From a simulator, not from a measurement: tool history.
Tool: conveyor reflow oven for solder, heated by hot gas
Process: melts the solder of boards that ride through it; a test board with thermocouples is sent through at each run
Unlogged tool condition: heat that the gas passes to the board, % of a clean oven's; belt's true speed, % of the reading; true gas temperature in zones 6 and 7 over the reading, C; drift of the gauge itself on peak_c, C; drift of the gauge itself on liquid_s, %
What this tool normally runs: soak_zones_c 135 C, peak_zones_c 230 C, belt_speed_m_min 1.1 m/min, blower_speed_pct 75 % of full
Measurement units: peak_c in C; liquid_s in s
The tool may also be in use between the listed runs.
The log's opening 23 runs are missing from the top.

run    hour  soak_zones_c  peak_zones_c  belt_speed_m_min  blower_speed_pct  hours of work since the flux was cleaned out  hours of work since the belt drive was overhauled  hours of work since the thermocouples were changed  peak_c  liquid_s
 24   922.8           135           219              1.03                75                                           111                                               1161                                                 563   201.4      24.4
 25   955.1           135           223              1.07                83                                           133                                               1184                                                 585   204.3      26.9
 26   994.1           135           236              1.07                75                                           161                                               1211                                                 613   213.7      31.2
     1038.4  -- flux residue cleaned out of gas plates and filters
 27  1041.9           149           240              1.09                51                                             2                                               1241                                                 643     211      31.2
       1055  -- thermocouples of zones 6 and 7 changed
 28  1079.2           143           239              0.89                82                                            27                                               1266                                                  17   226.3        47
 29  1103.3           143           239              0.89                82                                            44                                               1283                                                  34     227      47.1
 30  1143.9           135           240               1.1                53                                            73                                               1311                                                  62   208.3      26.2
 31  1186.4           133           240               1.3                62                                           102                                               1341                                                  92   204.3      19.1

What if the next run were any one of these 3? Each begins from the tool's condition after run 31:
  A  1226.5           135           230               1.1                50                                           130                                               1369                                                 120       ?         ?
  B  1226.5           140           233               1.3                59                                           130                                               1369                                                 120       ?         ?
  C  1226.5           144           227                 1                62                                           130                                               1369                                                 120       ?         ?

run  peak_c  liquid_s
  A   199.3      19.6
  B   199.9      17.5
  C   208.2      31.8
Without the tool's hidden state the same runs would have given:
run  peak_c  liquid_s
  A   199.3      19.4
  B   200.1      17.5
  C   208.3      31.5

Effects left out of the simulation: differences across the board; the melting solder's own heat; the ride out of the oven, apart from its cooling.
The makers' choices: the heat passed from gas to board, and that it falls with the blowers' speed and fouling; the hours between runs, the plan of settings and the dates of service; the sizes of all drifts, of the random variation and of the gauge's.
